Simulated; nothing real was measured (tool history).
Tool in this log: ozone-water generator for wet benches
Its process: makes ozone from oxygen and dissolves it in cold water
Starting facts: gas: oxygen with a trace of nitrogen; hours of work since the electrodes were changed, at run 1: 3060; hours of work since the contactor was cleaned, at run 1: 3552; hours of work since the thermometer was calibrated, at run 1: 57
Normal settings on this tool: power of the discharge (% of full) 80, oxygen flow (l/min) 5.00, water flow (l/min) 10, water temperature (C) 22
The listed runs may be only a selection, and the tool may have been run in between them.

run	hour	power of the discharge (% of full)	oxygen flow (l/min)	water flow (l/min)	water temperature (C)	hours of work since the electrodes were changed	hours of work since the contactor was cleaned	hours of work since the thermometer was calibrated	dissolved ozone (ppm)	ozone in the gas ahead of the water (g/m3)
1	0.0	80	5.00	10	22	3060	3552	57	46.4	296.0
2	63.6	80	5.00	10	22	3122	3614	119	46.2	298.6
3	152.4	80	5.00	10	22	3208	3700	205	45.9	296.3
4	238.4	80	6.91	10	22	3291	3783	288	41.0	238.2
5	343.2	80	6.91	10	22	3392	3884	389	41.4	239.2
# hour 365.8: contactor cleaned
6	436.1	80	6.91	10	22	3478	68	475	40.9	238.7
7	491.2	80	6.91	10	22	3532	121	528	41.3	239.1
8	555.8	80	6.91	10	22	3594	184	591	41.1	238.8
9	617.1	80	6.91	10	22	3654	243	650	41.4	240.6
10	722.5	93	5.00	10	22	3756	345	752	53.2	340.9
11	836.0	93	5.00	10	22	3865	455	862	53.1	341.3
12	912.5	93	5.00	10	22	3939	529	936	53.4	340.9
13	1027.2	93	5.00	10	22	4050	640	1047	53.4	343.4
14	1090.8	93	5.00	10	22	4112	701	1108	53.0	341.9
15	1162.0	93	5.00	10	22	4181	770	1177	53.2	341.9
16	1213.7	93	5.00	10	29	4231	820	1227	45.6	342.2
17	1307.1	93	5.00	10	29	4321	911	1318	45.5	345.1
18	1367.1	93	5.00	10	29	4379	969	1376	44.9	344.8
19	1477.6	59	6.04	10	22	4486	1076	1483	32.8	200.7
20	1589.4	59	2.51	10	16	4594	1184	1591	44.6	362.1
21	1684.4	80	5.00	12	22	4686	1276	1683	41.1	297.6
22	1782.0	91	3.00	7	27	4780	1370	1777	66.8	473.3
23	1884.6	81	5.97	10	14	4880	1469	1876	52.2	267.0
24	1996.1	81	5.97	10	29	4988	1577	1984	37.6	268.8
25	2072.6	81	5.97	7	26	5062	1651	2058	47.3	266.0
26	2136.4	67	7.02	15	14	5123	1713	2120	31.7	202.0
27	2196.4	80	5.13	7	22	5181	1771	2178	54.7	293.2
28	2258.5	83	3.21	8	20	5241	1831	2238	64.0	414.7
29	2383.4	80	5.00	10	22	5362	1952	2359	46.0	296.3
30	2468.5	63	5.00	10	22	5445	2034	2441	37.0	240.8
31	2584.7	55	5.00	10	26	5557	2147	2554	30.3	211.9
32	2656.2	55	5.00	10	26	5626	2216	2623	30.0	212.6
33	2780.0	55	5.00	10	26	5746	2335	2742	30.7	210.7

Each row is a separate what-if for the run after 33, all from the same tool condition, not one after another. Results?
A	2899.8	55	4.64	9	26	5862	2451	2858	?	?
B	2899.8	55	5.20	10	26	5862	2451	2858	?	?
C	2899.8	83	5.00	6	21	5862	2451	2858	?	?

run	dissolved ozone (ppm)	ozone in the gas ahead of the water (g/m3)
A	32.4	224.9
B	29.5	207.1
C	62.5	308.2
Take away the tool's hidden state, keep each run's random variation, and the runs would have read:
run	dissolved ozone (ppm)	ozone in the gas ahead of the water (g/m3)
A	32.4	225.0
B	29.5	207.3
C	62.6	308.5
